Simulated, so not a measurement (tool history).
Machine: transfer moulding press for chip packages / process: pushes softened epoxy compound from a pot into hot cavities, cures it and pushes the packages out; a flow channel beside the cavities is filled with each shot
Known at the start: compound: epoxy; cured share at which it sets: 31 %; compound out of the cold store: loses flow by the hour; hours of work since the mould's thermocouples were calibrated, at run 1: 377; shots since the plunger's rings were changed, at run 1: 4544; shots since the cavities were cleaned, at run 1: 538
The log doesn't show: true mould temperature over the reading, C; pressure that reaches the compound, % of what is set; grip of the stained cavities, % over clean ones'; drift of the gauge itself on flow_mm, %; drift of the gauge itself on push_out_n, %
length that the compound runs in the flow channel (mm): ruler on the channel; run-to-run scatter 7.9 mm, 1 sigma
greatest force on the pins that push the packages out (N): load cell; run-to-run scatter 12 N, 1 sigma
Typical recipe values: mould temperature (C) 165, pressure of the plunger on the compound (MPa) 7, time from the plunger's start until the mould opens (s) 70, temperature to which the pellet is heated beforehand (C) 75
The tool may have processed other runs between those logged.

run   hour  mould temperature (C)  pressure of the plunger on the compound (MPa)  time from the plunger's start until the mould opens (s)  temperature to which the pellet is heated beforehand (C)  hours of work since the mould's thermocouples were calibrated  shots since the plunger's rings were changed  shots since the cavities were cleaned  incoming compound's hours out of the cold store  length that the compound runs in the flow channel (mm)  greatest force on the pins that push the packages out (N)
  1      0                    165                                              7                                                       70                                                        75                                                            377                                          4544                                    538                                             21.5                                                     858                                                        714
        11  -- cavities cleaned with cleaning compound and waxed
  2   12.6                    165                                              7                                                       70                                                        75                                                            385                                          4739                                     28                                             21.2                                                     869                                                        588
  3   19.3                    165                                              7                                                       70                                                        75                                                            389                                          4856                                    145                                             10.4                                                     910                                                        689
      25.7  -- plunger's sealing rings changed
  4     35                    165                                              7                                                       70                                                        75                                                            399                                           162                                    375                                             45.7                                                     817                                                        669
  5   46.2                    165                                              7                                                       70                                                        75                                                            407                                           357                                    570                                             45.2                                                     813                                                        699
      55.3  -- cavities cleaned with cleaning compound and waxed
  6   58.7                    165                                              7                                                       70                                                        75                                                            415                                           549                                     59                                             10.9                                                     996                                                        609
  7   64.9                    165                                              7                                                       70                                                        75                                                            419                                           657                                    167                                             43.5                                                     829                                                        563
  8   70.6                    165                                              7                                                       70                                                        75                                                            423                                           757                                    267                                             37.7                                                     843                                                        612
  9   83.6                    165                                              7                                                       70                                                        75                                                            433                                           985                                    495                                             47.6                                                     810                                                        655
      96.7  -- cavities cleaned with cleaning compound and waxed
 10   96.7                    165                                              7                                                       70                                                        75                                                            441                                          1187                                      0                                              8.7                                                     989                                                        593
 11  102.6                    165                                              7                                                       70                                                        75                                                            445                                          1290                                    103                                             40.1                                                     825                                                        575
 12  108.4                    165                                              7                                                       65                                                        75                                                            449                                          1390                                    203                                             44.9                                                     812                                                        730
 13  120.2                    164                                              7                                                       70                                                        75                                                            458                                          1597                                    410                                             12.6                                                     958                                                        815
 14  127.5                    164                                              7                                                       70                                                        75                                                            463                                          1725                                    538                                             30.8                                                     863                                                        761
 15    134                    169                                              7                                                       89                                                        74                                                            467                                          1837                                    650                                             10.7                                                     951                                                        444
     138.1  -- cavities cleaned with cleaning compound and waxed
 16  143.8                    162                                              7                                                       70                                                        75                                                            473                                          1984                                    100                                             47.7                                                     788                                                        667
 17  152.2                    172                                           6.78                                                       70                                                        75                                                            479                                          2130                                    246                                             31.8                                                     831                                                        426
 18  162.5                    159                                           5.96                                                       79                                                        77                                                            487                                          2308                                    424                                             44.2                                                     743                                                        718
 19  173.2                    159                                           5.96                                                       79                                                        77                                                            494                                          2495                                    611                                             22.8                                                     844                                                        815
     179.9  -- cavities cleaned with cleaning compound and waxed
 20  186.8                    164                                              7                                                       66                                                        75                                                            503                                          2708                                    121                                             15.6                                                     949                                                        820
 21  195.5                    164                                           6.12                                                       95                                                        73                                                            509                                          2859                                    272                                             39.3                                                     764                                                        406
 22  208.2                    164                                           6.12                                                       95                                                        73                                                            518                                          3081                                    494                                             12.7                                                     887                                                        451
 23  216.3                    165                                           8.16                                                       64                                                        75                                                            524                                          3222                                    635                                             39.6                                                     876                                                        892
     221.7  -- cavities cleaned with cleaning compound and waxed
 24  226.4                    165                                           6.47                                                       64                                                        76                                                            530                                          3372                                     81                                             28.8                                                     837                                                        705

Run 25 has not been measured yet. What should we expect?
 25  233.8                    166                                           5.84                                                       57                                                        72                                                            535                                          3502                                    211                                             11.3                                                       ?                                                          ?

length that the compound runs in the flow channel (mm): 845
greatest force on the pins that push the packages out (N): 1040
With no hidden state in the tool, this same run would have given length that the compound runs in the flow channel (mm) 903, greatest force on the pins that push the packages out (N) 942.
